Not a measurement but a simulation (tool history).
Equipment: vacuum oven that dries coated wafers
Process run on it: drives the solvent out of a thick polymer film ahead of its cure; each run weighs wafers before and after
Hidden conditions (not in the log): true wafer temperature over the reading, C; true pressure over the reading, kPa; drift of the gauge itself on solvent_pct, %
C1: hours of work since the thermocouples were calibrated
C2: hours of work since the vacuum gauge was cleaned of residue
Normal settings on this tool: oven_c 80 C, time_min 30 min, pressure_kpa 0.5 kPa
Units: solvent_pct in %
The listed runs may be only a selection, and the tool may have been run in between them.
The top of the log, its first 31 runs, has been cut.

{"run": 32, "hour": 2773.3, "oven_c": 86, "time_min": 16, "pressure_kpa": 0.5, "C1": 103, "C2": 967, "solvent_pct": 2.37}
{"run": 33, "hour": 2857.2, "oven_c": 72, "time_min": 16, "pressure_kpa": 0.42, "C1": 153, "C2": 1017, "solvent_pct": 5.22}
{"run": 34, "hour": 2970.1, "oven_c": 91, "time_min": 35, "pressure_kpa": 0.272, "C1": 221, "C2": 1085, "solvent_pct": 0.25}
{"run": 35, "hour": 3076.1, "oven_c": 91, "time_min": 35, "pressure_kpa": 0.272, "C1": 285, "C2": 1149, "solvent_pct": 0.25}
{"run": 36, "hour": 3169.6, "oven_c": 78, "time_min": 31, "pressure_kpa": 0.5, "C1": 341, "C2": 1205, "solvent_pct": 1.37}
{"run": 37, "hour": 3243.3, "oven_c": 78, "time_min": 31, "pressure_kpa": 0.5, "C1": 385, "C2": 1249, "solvent_pct": 1.42}
{"run": 38, "hour": 3333.7, "oven_c": 78, "time_min": 31, "pressure_kpa": 0.5, "C1": 439, "C2": 1303, "solvent_pct": 1.36}
{"run": 39, "hour": 3439.1, "oven_c": 85, "time_min": 22, "pressure_kpa": 0.832, "C1": 502, "C2": 1367, "solvent_pct": 1.5}
{"run": 40, "hour": 3523.8, "oven_c": 76, "time_min": 38, "pressure_kpa": 0.5, "C1": 553, "C2": 1417, "solvent_pct": 1.12}
{"run": 41, "hour": 3622.9, "oven_c": 76, "time_min": 38, "pressure_kpa": 0.5, "C1": 613, "C2": 1477, "solvent_pct": 1.12}
{"run": 42, "hour": 3689.6, "oven_c": 76, "time_min": 38, "pressure_kpa": 0.5, "C1": 653, "C2": 1517, "solvent_pct": 1.12}
{"run": 43, "hour": 3775.3, "oven_c": 78, "time_min": 42, "pressure_kpa": 0.5, "C1": 704, "C2": 1568, "solvent_pct": 0.79}
{"run": 44, "hour": 3830.7, "oven_c": 78, "time_min": 42, "pressure_kpa": 0.5, "C1": 737, "C2": 1602, "solvent_pct": 0.81}
{"run": 45, "hour": 3944.8, "oven_c": 80, "time_min": 31, "pressure_kpa": 0.5, "C1": 806, "C2": 1670, "solvent_pct": 1.09}
{"run": 46, "hour": 4043.9, "oven_c": 80, "time_min": 50, "pressure_kpa": 0.557, "C1": 865, "C2": 1730, "solvent_pct": 0.54}

What if the next run were any one of these 4? Each begins from the tool's condition after run 46:
{"run": "A", "hour": 4143.8, "oven_c": 74, "time_min": 31, "pressure_kpa": 0.252, "C1": 925, "C2": 1790, "solvent_pct": "?"}
{"run": "B", "hour": 4143.8, "oven_c": 76, "time_min": 50, "pressure_kpa": 1.285, "C1": 925, "C2": 1790, "solvent_pct": "?"}
{"run": "C", "hour": 4143.8, "oven_c": 92, "time_min": 39, "pressure_kpa": 1.625, "C1": 925, "C2": 1790, "solvent_pct": "?"}
{"run": "D", "hour": 4143.8, "oven_c": 89, "time_min": 30, "pressure_kpa": 1.028, "C1": 925, "C2": 1790, "solvent_pct": "?"}

run=A solvent_pct=1.74
run=B solvent_pct=1.09
run=C solvent_pct=0.57
run=D solvent_pct=0.64
Take away the tool's hidden state, keep each run's random variation, and the runs would have read:
run=A solvent_pct=1.63
run=B solvent_pct=0.88
run=C solvent_pct=0.44
run=D solvent_pct=0.53
